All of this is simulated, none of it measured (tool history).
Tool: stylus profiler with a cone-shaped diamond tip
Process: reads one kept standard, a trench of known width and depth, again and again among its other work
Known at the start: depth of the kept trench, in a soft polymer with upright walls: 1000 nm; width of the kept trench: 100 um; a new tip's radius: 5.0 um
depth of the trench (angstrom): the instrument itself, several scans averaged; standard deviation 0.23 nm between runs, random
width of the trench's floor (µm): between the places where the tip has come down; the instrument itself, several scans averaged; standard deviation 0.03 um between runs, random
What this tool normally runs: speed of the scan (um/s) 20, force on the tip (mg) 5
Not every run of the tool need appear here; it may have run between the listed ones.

| run | hour | speed of the scan (um/s) | force on the tip (mg) | depth of the trench (angstrom) | width of the trench's floor (µm) |
|---|---|---|---|---|---|
| 1 | 0 | 20 | 5 | 10163.9 | 93.19 |
| 2 | 20.4 | 20 | 5 | 10160.8 | 93.14 |
| 3 | 40.8 | 20 | 5 | 10160.9 | 93.1 |
| 4 | 61.3 | 20 | 5 | 10157.9 | 93.06 |
| 5 | 76.4 | 20 | 5 | 10166.3 | 93.02 |
| 6 | 89.6 | 18 | 5 | 10163 | 93.07 |
| 7 | 110.1 | 18 | 5 | 10155.1 | 92.99 |
| 8 | 127 | 20 | 5 | 10159.3 | 92.98 |
| 9 | 143.5 | 20 | 5 | 10161.8 | 92.95 |
| 10 | 161.2 | 20 | 5 | 10159.4 | 92.95 |
| 11 | 177.5 | 20 | 5 | 10161.6 | 92.95 |
| 12 | 197 | 20 | 4.67 | 10148.6 | 92.79 |
| 13 | 215.2 | 20 | 4.67 | 10149.8 | 92.87 |
| 14 | 231.4 | 20 | 4.67 | 10149.7 | 92.85 |
| 15 | 248.1 | 20 | 5 | 10157.5 | 92.84 |
| 16 | 269 | 41 | 6.88 | 10197.6 | 92.81 |
| 17 | 281 | 41 | 6.88 | 10198.5 | 92.72 |
| 18 | 304.1 | 41 | 6.88 | 10199.6 | 92.74 |
| 19 | 327 | 17 | 1.69 | 10064.2 | 92.66 |
| 20 | 340.2 | 47 | 5 | 10155 | 92.64 |
| 21 | 352.4 | 47 | 5 | 10152.3 | 92.65 |
| 22 | 367.5 | 47 | 5 | 10155.6 | 92.6 |
| 23 | 386.9 | 47 | 5 | 10154.6 | 92.53 |

Run 24 comes next. What will it give?
| 24 | 405.3 | 21 | 11.97 | ? | ? |

For run 24 the tool returned depth of the trench (angstrom) 10292.6, width of the trench's floor (µm) 92.61.
With no hidden state in the tool, this same run would have given depth of the trench (angstrom) 10315.6, width of the trench's floor (µm) 93.93.
